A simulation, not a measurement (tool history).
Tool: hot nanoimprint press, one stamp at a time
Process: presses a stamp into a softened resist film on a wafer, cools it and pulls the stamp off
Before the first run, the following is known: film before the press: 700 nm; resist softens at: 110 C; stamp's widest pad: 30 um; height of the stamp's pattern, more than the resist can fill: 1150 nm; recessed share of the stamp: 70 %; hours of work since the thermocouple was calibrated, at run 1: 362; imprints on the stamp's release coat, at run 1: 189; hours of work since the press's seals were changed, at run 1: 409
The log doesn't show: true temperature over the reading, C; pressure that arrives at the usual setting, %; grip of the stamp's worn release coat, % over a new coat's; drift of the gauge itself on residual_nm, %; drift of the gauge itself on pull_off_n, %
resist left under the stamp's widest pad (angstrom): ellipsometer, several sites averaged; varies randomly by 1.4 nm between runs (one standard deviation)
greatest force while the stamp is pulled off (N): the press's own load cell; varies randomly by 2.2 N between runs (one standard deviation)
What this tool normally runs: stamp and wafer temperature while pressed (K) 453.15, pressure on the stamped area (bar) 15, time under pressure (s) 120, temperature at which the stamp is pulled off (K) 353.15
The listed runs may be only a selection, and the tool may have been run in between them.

| run | hour | stamp and wafer temperature while pressed (K) | pressure on the stamped area (bar) | time under pressure (s) | temperature at which the stamp is pulled off (K) | hours of work since the thermocouple was calibrated | imprints on the stamp's release coat | hours of work since the press's seals were changed | resist left under the stamp's widest pad (angstrom) | greatest force while the stamp is pulled off (N) |
|---|---|---|---|---|---|---|---|---|---|---|
| 1 | 0 | 453.15 | 15 | 120 | 353.15 | 362 | 189 | 409 | 3469 | 128 |
| 2 | 10.7 | 461.15 | 15 | 120 | 353.15 | 370 | 245 | 417 | 2667 | 129 |
| 3 | 19.7 | 461.15 | 15 | 120 | 345.15 | 377 | 293 | 423 | 2652 | 155 |
| 4 | 29.3 | 453.15 | 11.6 | 120 | 353.15 | 384 | 344 | 430 | 3871 | 136 |
| 5 | 39.5 | 453.15 | 11.6 | 120 | 353.15 | 391 | 398 | 438 | 3887 | 138 |
| 6 | 50 | 453.15 | 11.6 | 120 | 353.15 | 399 | 454 | 446 | 3840 | 135 |
| 7 | 58 | 453.15 | 17.1 | 120 | 353.15 | 405 | 496 | 452 | 3216 | 138 |
| 8 | 64.3 | 456.15 | 15 | 120 | 353.15 | 410 | 529 | 456 | 3133 | 144 |
| 9 | 77.9 | 453.15 | 15 | 120 | 353.15 | 420 | 601 | 466 | 3430 | 148 |
| 10 | 89.5 | 453.15 | 15 | 120 | 353.15 | 428 | 662 | 475 | 3434 | 148 |
| 11 | 99.9 | 453.15 | 15 | 120 | 353.15 | 436 | 718 | 483 | 3418 | 150 |
|  | 114.6 | stamp cleaned and given a new release coat |
| 12 | 116.8 | 453.15 | 15 | 120 | 353.15 | 444 | 12 | 491 | 3384 | 118 |
|  | 120.7 | plate thermocouple calibrated |
| 13 | 131.4 | 453.15 | 15 | 64 | 353.15 | 8 | 73 | 499 | 4063 | 123 |
|  | 141.5 | press's hydraulic seals changed and the load cell set to zero |
|  | 145.7 | plate thermocouple calibrated, once more |
| 14 | 153.9 | 455.15 | 15 | 120 | 353.15 | 6 | 134 | 7 | 3338 | 134 |
| 15 | 164.7 | 448.15 | 15 | 120 | 353.15 | 14 | 192 | 15 | 4154 | 138 |
| 16 | 171.6 | 448.15 | 15 | 120 | 353.15 | 19 | 228 | 20 | 4140 | 140 |
| 17 | 185.4 | 448.15 | 15 | 120 | 353.15 | 29 | 301 | 30 | 4154 | 135 |
| 18 | 196.2 | 451.15 | 15 | 120 | 352.15 | 37 | 358 | 38 | 3780 | 140 |
| 19 | 207.4 | 451.15 | 15 | 66 | 352.15 | 46 | 417 | 47 | 4525 | 145 |
| 20 | 215.4 | 464.15 | 19.7 | 120 | 348.15 | 52 | 459 | 53 | 2139 | 160 |
| 21 | 229.2 | 445.15 | 18.7 | 104 | 359.15 | 62 | 533 | 63 | 4282 | 128 |
| 22 | 239.2 | 459.15 | 15 | 120 | 353.15 | 69 | 586 | 70 | 2910 | 149 |
| 23 | 246.7 | 459.15 | 15 | 120 | 353.15 | 75 | 625 | 76 | 2915 | 152 |
| 24 | 257.7 | 453.15 | 15 | 120 | 347.15 | 83 | 684 | 84 | 3575 | 169 |
| 25 | 269.4 | 453.15 | 15 | 120 | 347.15 | 92 | 745 | 93 | 3534 | 172 |
|  | 278.6 | stamp cleaned and given a new release coat |
| 26 | 281.7 | 453.15 | 16.2 | 120 | 347.15 | 97 | 17 | 97 | 3401 | 139 |
| 27 | 290.9 | 453.15 | 16.2 | 120 | 347.15 | 103 | 66 | 104 | 3387 | 141 |
| 28 | 301.8 | 453.15 | 11.7 | 130 | 355.15 | 111 | 123 | 112 | 3834 | 126 |
| 29 | 311.6 | 450.15 | 20.5 | 218 | 347.15 | 119 | 175 | 120 | 2701 | 148 |
| 30 | 321.9 | 457.15 | 20.5 | 218 | 342.15 | 126 | 230 | 127 | 2096 | 163 |
| 31 | 331.9 | 453.15 | 15 | 66 | 353.15 | 134 | 282 | 135 | 4206 | 133 |

Describe how what the log doesn't record of the tool's condition differs between the last listed run preceding each entry between runs and the first listed run following it.
In the gap between runs 11 and 12: stamp cleaned and given a new release coat (hour 114.6)
  true temperature over the reading, C: 1.69 -> 1.72; pressure that arrives at the usual setting, %: 98.71 -> 98.68; grip of the stamp's worn release coat, % over a new coat's: 25.7 -> 0.4
  the result without the hidden state subtracted from the measured one, resist left under the stamp's widest pad (angstrom): -167 -> -167; greatest force while the stamp is pulled off (N): +27 -> -4
In the gap between runs 12 and 13: plate thermocouple calibrated (hour 120.7)
  true temperature over the reading, C: 1.72 -> 2.62; pressure that arrives at the usual setting, %: 98.68 -> 98.65; grip of the stamp's worn release coat, % over a new coat's: 0.4 -> 2.5
  the result without the hidden state subtracted from the measured one, resist left under the stamp's widest pad (angstrom): -167 -> -283; greatest force while the stamp is pulled off (N): -4 -> -4
In the gap between runs 13 and 14: press's hydraulic seals changed and the load cell set to zero (hour 141.5); plate thermocouple calibrated, once more (hour 145.7)
  true temperature over the reading, C: 2.62 -> 0.2; pressure that arrives at the usual setting, %: 98.65 -> 100.17; grip of the stamp's worn release coat, % over a new coat's: 2.5 -> 4.6
  the result without the hidden state subtracted from the measured one, resist left under the stamp's widest pad (angstrom): -283 -> -25; greatest force while the stamp is pulled off (N): -4 -> +6
In the gap between runs 25 and 26: stamp cleaned and given a new release coat (hour 278.6)
  true temperature over the reading, C: 0.51 -> 0.53; pressure that arrives at the usual setting, %: 99.86 -> 99.84; grip of the stamp's worn release coat, % over a new coat's: 26.7 -> 0.6
  the result without the hidden state subtracted from the measured one, resist left under the stamp's widest pad (angstrom): -56 -> -56; greatest force while the stamp is pulled off (N): +35 -> -1
